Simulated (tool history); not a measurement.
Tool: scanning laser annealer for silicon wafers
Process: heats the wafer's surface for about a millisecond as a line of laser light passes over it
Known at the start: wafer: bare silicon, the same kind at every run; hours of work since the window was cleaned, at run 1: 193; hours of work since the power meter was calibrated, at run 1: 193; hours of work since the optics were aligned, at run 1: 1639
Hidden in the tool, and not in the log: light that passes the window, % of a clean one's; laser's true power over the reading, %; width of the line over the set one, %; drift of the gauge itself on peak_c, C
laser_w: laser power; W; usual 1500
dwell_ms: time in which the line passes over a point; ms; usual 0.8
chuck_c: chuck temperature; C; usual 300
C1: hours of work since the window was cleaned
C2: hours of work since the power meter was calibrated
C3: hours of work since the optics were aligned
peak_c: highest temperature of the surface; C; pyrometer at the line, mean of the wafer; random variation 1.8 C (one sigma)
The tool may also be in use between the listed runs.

run 1 hour=0 | laser_w=1500 dwell_ms=0.8 chuck_c=300 | C1=193 C2=193 C3=1639 | peak_c=999
run 2 hour=12.8 | laser_w=1500 dwell_ms=0.8 chuck_c=300 | C1=201 C2=201 C3=1646 | peak_c=997
run 3 hour=27.5 | laser_w=1477 dwell_ms=0.8 chuck_c=300 | C1=209 C2=209 C3=1654 | peak_c=987
run 4 hour=41 | laser_w=1500 dwell_ms=0.8 chuck_c=300 | C1=216 C2=216 C3=1662 | peak_c=997
run 5 hour=62.2 | laser_w=1500 dwell_ms=0.8 chuck_c=300 | C1=228 C2=228 C3=1674 | peak_c=997
run 6 hour=75.5 | laser_w=1500 dwell_ms=0.8 chuck_c=300 | C1=236 C2=236 C3=1681 | peak_c=997
run 7 hour=98.7 | laser_w=1500 dwell_ms=0.8 chuck_c=300 | C1=249 C2=249 C3=1694 | peak_c=996
run 8 hour=112 | laser_w=1500 dwell_ms=0.8 chuck_c=300 | C1=256 C2=256 C3=1702 | peak_c=995
-- hour=129.8 optics aligned, line set to its width
run 9 hour=129.9 | laser_w=1500 dwell_ms=0.8 chuck_c=300 | C1=264 C2=264 C3=0 | peak_c=1008
run 10 hour=156.7 | laser_w=1500 dwell_ms=0.8 chuck_c=300 | C1=279 C2=279 C3=15 | peak_c=1010
run 11 hour=170.7 | laser_w=1500 dwell_ms=0.8 chuck_c=300 | C1=286 C2=286 C3=23 | peak_c=1009
run 12 hour=196.5 | laser_w=1500 dwell_ms=0.8 chuck_c=300 | C1=301 C2=301 C3=37 | peak_c=1007
run 13 hour=216.4 | laser_w=1500 dwell_ms=0.8 chuck_c=300 | C1=312 C2=312 C3=49 | peak_c=1003
run 14 hour=236.4 | laser_w=1500 dwell_ms=0.8 chuck_c=300 | C1=323 C2=323 C3=60 | peak_c=1006
run 15 hour=259.9 | laser_w=1554 dwell_ms=0.861 chuck_c=300 | C1=337 C2=337 C3=73 | peak_c=1053
run 16 hour=272.7 | laser_w=1512 dwell_ms=0.8 chuck_c=332 | C1=344 C2=344 C3=80 | peak_c=1042
run 17 hour=294.6 | laser_w=1500 dwell_ms=0.8 chuck_c=311 | C1=356 C2=356 C3=93 | peak_c=1010
run 18 hour=318.2 | laser_w=1567 dwell_ms=0.669 chuck_c=283 | C1=369 C2=369 C3=106 | peak_c=959
run 19 hour=335.4 | laser_w=1376 dwell_ms=0.669 chuck_c=312 | C1=379 C2=379 C3=115 | peak_c=908
run 20 hour=349.2 | laser_w=1408 dwell_ms=0.88 chuck_c=300 | C1=387 C2=387 C3=123 | peak_c=995
run 21 hour=373.1 | laser_w=1408 dwell_ms=0.996 chuck_c=300 | C1=400 C2=400 C3=137 | peak_c=1038
run 22 hour=399.6 | laser_w=1523 dwell_ms=0.583 chuck_c=328 | C1=415 C2=415 C3=152 | peak_c=942
run 23 hour=421.8 | laser_w=1523 dwell_ms=0.782 chuck_c=328 | C1=427 C2=427 C3=164 | peak_c=1031
run 24 hour=448.6 | laser_w=1500 dwell_ms=0.8 chuck_c=311 | C1=443 C2=443 C3=179 | peak_c=1009
run 25 hour=463.2 | laser_w=1504 dwell_ms=0.611 chuck_c=331 | C1=451 C2=451 C3=187 | peak_c=946
run 26 hour=475.7 | laser_w=1452 dwell_ms=0.569 chuck_c=331 | C1=458 C2=458 C3=194 | peak_c=908
run 27 hour=488.8 | laser_w=1500 dwell_ms=0.801 chuck_c=297 | C1=465 C2=465 C3=202 | peak_c=994

4 ways to go on from here, each from the tool as it stands after run 27. What would each give?
run A hour=505.8 | laser_w=1500 dwell_ms=0.74 chuck_c=300 | C1=475 C2=475 C3=211 | peak_c=?
run B hour=505.8 | laser_w=1500 dwell_ms=0.8 chuck_c=279 | C1=475 C2=475 C3=211 | peak_c=?
run C hour=505.8 | laser_w=1500 dwell_ms=0.626 chuck_c=297 | C1=475 C2=475 C3=211 | peak_c=?
run D hour=505.8 | laser_w=1429 dwell_ms=0.829 chuck_c=306 | C1=475 C2=475 C3=211 | peak_c=?

run=A peak_c=969
run=B peak_c=974
run=C peak_c=919
run=D peak_c=981
Without the tool's hidden state the same runs would have given:
run=A peak_c=992
run=B peak_c=998
run=C peak_c=940
run=D peak_c=1004
